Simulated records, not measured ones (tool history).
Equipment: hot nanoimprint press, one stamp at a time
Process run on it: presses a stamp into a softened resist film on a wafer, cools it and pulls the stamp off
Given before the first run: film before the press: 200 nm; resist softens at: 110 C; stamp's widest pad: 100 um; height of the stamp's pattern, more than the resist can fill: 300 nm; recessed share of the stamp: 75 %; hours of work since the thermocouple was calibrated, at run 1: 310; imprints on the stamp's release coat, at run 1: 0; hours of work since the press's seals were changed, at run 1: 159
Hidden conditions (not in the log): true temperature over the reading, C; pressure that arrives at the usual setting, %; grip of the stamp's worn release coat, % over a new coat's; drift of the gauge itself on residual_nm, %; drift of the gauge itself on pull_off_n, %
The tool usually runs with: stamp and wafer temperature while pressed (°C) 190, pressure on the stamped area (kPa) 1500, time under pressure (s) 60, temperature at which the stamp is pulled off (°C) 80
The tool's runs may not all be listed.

run,hour,stamp and wafer temperature while pressed (°C),pressure on the stamped area (kPa),time under pressure (s),temperature at which the stamp is pulled off (°C),hours of work since the thermocouple was calibrated,imprints on the stamp's release coat,hours of work since the press's seals were changed,resist left under the stamp's widest pad (Å),greatest force while the stamp is pulled off (N)
1,0,190,1500,60,80,310,0,159,684,107
# hour 43.7: plate thermocouple calibrated
2,69.1,190,1500,60,80,18,306,205,681,111
3,129.5,190,1500,60,80,60,585,247,671,119
4,181.8,190,1500,46,80,96,826,283,742,120
5,227.6,190,1500,46,80,128,1038,315,749,127
6,283.5,190,1290,46,80,167,1296,354,803,126
# hour 296.6: plate thermocouple calibrated, once more
7,335.1,190,1290,46,80,27,1520,387,844,139
# hour 348.5: stamp cleaned and given a new release coat
8,411,190,1290,46,80,75,288,436,844,116
9,453.2,190,1500,60,70,105,483,465,709,152
10,498.2,190,1500,60,70,136,691,497,706,154
11,573.9,190,1500,60,70,189,1041,549,705,165
12,612.4,190,1500,60,80,215,1219,576,706,129
# hour 688.2: stamp cleaned and given a new release coat
13,696.6,190,1500,60,80,270,39,630,703,106
14,736.1,190,1500,60,80,297,222,658,698,111
15,769.5,190,1500,60,80,320,376,681,700,119
# hour 792.2: plate thermocouple calibrated
16,808,192,1150,60,80,11,540,706,763,119
17,878.2,192,1150,60,80,60,864,754,768,126
18,937.7,198,1500,38,80,101,1139,796,656,137
# hour 997.9: press's hydraulic seals changed and the load cell set to zero
19,998.3,198,1500,38,80,138,1382,0,633,138
20,1031.7,190,1600,31,80,161,1536,23,871,135
# hour 1043.7: stamp cleaned and given a new release coat
21,1096.3,188,1600,31,84,202,243,64,933,97
22,1129.4,183,1110,31,84,225,396,87,1273,100
23,1191.5,185,1500,88,80,268,683,130,717,122
24,1250.5,185,1500,88,80,309,956,171,722,125
# hour 1294.5: plate thermocouple calibrated
25,1326.5,197,1520,58,80,22,1293,222,555,139
26,1365.7,188,1820,91,85,49,1474,249,582,120
# hour 1386.5: stamp cleaned and given a new release coat
27,1442.5,185,1930,60,80,99,259,299,754,113

What if the next run were any one of these 4? Each begins from the tool's condition after run 27:
A,1509.9,185,1930,60,76,146,571,345,?,?
B,1509.9,185,2150,115,87,146,571,345,?,?
C,1509.9,190,1500,60,81,146,571,345,?,?
D,1509.9,191,1960,60,68,146,571,345,?,?

run,resist left under the stamp's widest pad (Å),greatest force while the stamp is pulled off (N)
A,753,138
B,556,101
C,704,120
D,599,159
Stripped of hidden state, with their random variation kept, the same runs would have yielded:
run,resist left under the stamp's widest pad (Å),greatest force while the stamp is pulled off (N)
A,753,126
B,555,93
C,706,110
D,597,145
